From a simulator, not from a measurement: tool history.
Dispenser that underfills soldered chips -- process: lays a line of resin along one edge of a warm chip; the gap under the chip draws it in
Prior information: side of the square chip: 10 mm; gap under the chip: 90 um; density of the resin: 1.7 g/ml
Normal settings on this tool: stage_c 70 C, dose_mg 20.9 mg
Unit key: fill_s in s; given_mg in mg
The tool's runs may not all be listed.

{"run": 1, "hour": 0.0, "stage_c": 70, "dose_mg": 20.9, "fill_s": 98.1, "given_mg": 19.58}
{"hour": 5.0, "done": "new syringe of resin"}
{"run": 2, "hour": 5.0, "stage_c": 70, "dose_mg": 20.9, "fill_s": 92.0, "given_mg": 19.57}
{"run": 3, "hour": 9.5, "stage_c": 70, "dose_mg": 20.9, "fill_s": 101.9, "given_mg": 19.61}
{"hour": 13.9, "done": "new syringe of resin"}
{"run": 4, "hour": 16.4, "stage_c": 66, "dose_mg": 20.9, "fill_s": 116.8, "given_mg": 19.53}
{"run": 5, "hour": 19.3, "stage_c": 66, "dose_mg": 20.9, "fill_s": 126.4, "given_mg": 19.34}
{"hour": 22.7, "done": "new syringe of resin"}
{"run": 6, "hour": 23.4, "stage_c": 70, "dose_mg": 20.9, "fill_s": 96.0, "given_mg": 19.42}
{"run": 7, "hour": 29.6, "stage_c": 78, "dose_mg": 20.9, "fill_s": 77.2, "given_mg": 19.21}
{"hour": 31.3, "done": "new syringe of resin"}
{"run": 8, "hour": 33.2, "stage_c": 70, "dose_mg": 20.9, "fill_s": 98.3, "given_mg": 19.3}
{"run": 9, "hour": 38.1, "stage_c": 70, "dose_mg": 24.5, "fill_s": 101.9, "given_mg": 22.54}
{"hour": 40.2, "done": "new syringe of resin"}
{"run": 10, "hour": 41.2, "stage_c": 76, "dose_mg": 24.5, "fill_s": 70.5, "given_mg": 22.42}
{"run": 11, "hour": 44.2, "stage_c": 70, "dose_mg": 20.9, "fill_s": 101.3, "given_mg": 19.16}
{"run": 12, "hour": 47.2, "stage_c": 70, "dose_mg": 20.9, "fill_s": 107.7, "given_mg": 19.05}
{"hour": 48.6, "done": "new syringe of resin"}
{"run": 13, "hour": 52.2, "stage_c": 70, "dose_mg": 20.9, "fill_s": 101.3, "given_mg": 19.1}
{"hour": 57.1, "done": "new syringe of resin"}
{"run": 14, "hour": 59.0, "stage_c": 65, "dose_mg": 23.8, "fill_s": 115.4, "given_mg": 21.59}
{"run": 15, "hour": 62.4, "stage_c": 62, "dose_mg": 20.9, "fill_s": 149.2, "given_mg": 18.93}
{"hour": 65.6, "done": "new syringe of resin"}
{"run": 16, "hour": 67.8, "stage_c": 65, "dose_mg": 20.6, "fill_s": 123.3, "given_mg": 18.57}
{"run": 17, "hour": 72.1, "stage_c": 64, "dose_mg": 25.4, "fill_s": 131.3, "given_mg": 23.03}
{"hour": 74.4, "done": "new syringe of resin"}
{"run": 18, "hour": 75.5, "stage_c": 64, "dose_mg": 25.4, "fill_s": 117.6, "given_mg": 22.84}
{"run": 19, "hour": 78.9, "stage_c": 81, "dose_mg": 24.0, "fill_s": 62.2, "given_mg": 21.37}
{"hour": 83.1, "done": "new syringe of resin"}
{"run": 20, "hour": 84.4, "stage_c": 58, "dose_mg": 26.3, "fill_s": 158.5, "given_mg": 23.47}
{"run": 21, "hour": 90.9, "stage_c": 58, "dose_mg": 26.3, "fill_s": 179.7, "given_mg": 23.44}
{"hour": 91.8, "done": "new syringe of resin"}
{"run": 22, "hour": 95.4, "stage_c": 58, "dose_mg": 26.3, "fill_s": 165.9, "given_mg": 23.5}
{"hour": 98.3, "done": "dispensing valve cleaned and set on the balance"}
{"hour": 101.6, "done": "new syringe of resin"}
{"run": 23, "hour": 102.5, "stage_c": 83, "dose_mg": 19.3, "fill_s": 54.9, "given_mg": 19.25}
{"run": 24, "hour": 106.6, "stage_c": 72, "dose_mg": 18.5, "fill_s": 95.9, "given_mg": 18.27}
{"hour": 110.1, "done": "new syringe of resin"}
{"run": 25, "hour": 112.3, "stage_c": 56, "dose_mg": 23.3, "fill_s": 176.9, "given_mg": 23.23}
{"run": 26, "hour": 116.7, "stage_c": 56, "dose_mg": 23.3, "fill_s": 196.2, "given_mg": 23.06}

Some steps in fill_s between neighbouring runs. How much of each would the tool show without its hidden state too (settings, what came in, random variation), and how much is left for the hidden state, with any gauge scatter that isn't in both results?
What the log doesn't record here: resin's viscosity, % of fresh resin's; dose that the valve gives, % of what is set; true chip temperature over the reading, C; drift of the gauge itself on fill_s, %; drift of the gauge itself on given_mg, %.
Run 19 -> 20: stage_c 81 -> 58, dose_mg 24.0 -> 26.3, new syringe of resin. fill_s +96.3 s: hidden state +2.3, all else +94.0.
Run 20 -> 21: no setting changed, nothing entered. fill_s +21.2 s: hidden state +22.2, all else -1.0.
Run 22 -> 23: stage_c 58 -> 83, dose_mg 26.3 -> 19.3, dispensing valve cleaned and set on the balance, new syringe of resin. fill_s -111.0 s: hidden state -17.3, all else -93.7.

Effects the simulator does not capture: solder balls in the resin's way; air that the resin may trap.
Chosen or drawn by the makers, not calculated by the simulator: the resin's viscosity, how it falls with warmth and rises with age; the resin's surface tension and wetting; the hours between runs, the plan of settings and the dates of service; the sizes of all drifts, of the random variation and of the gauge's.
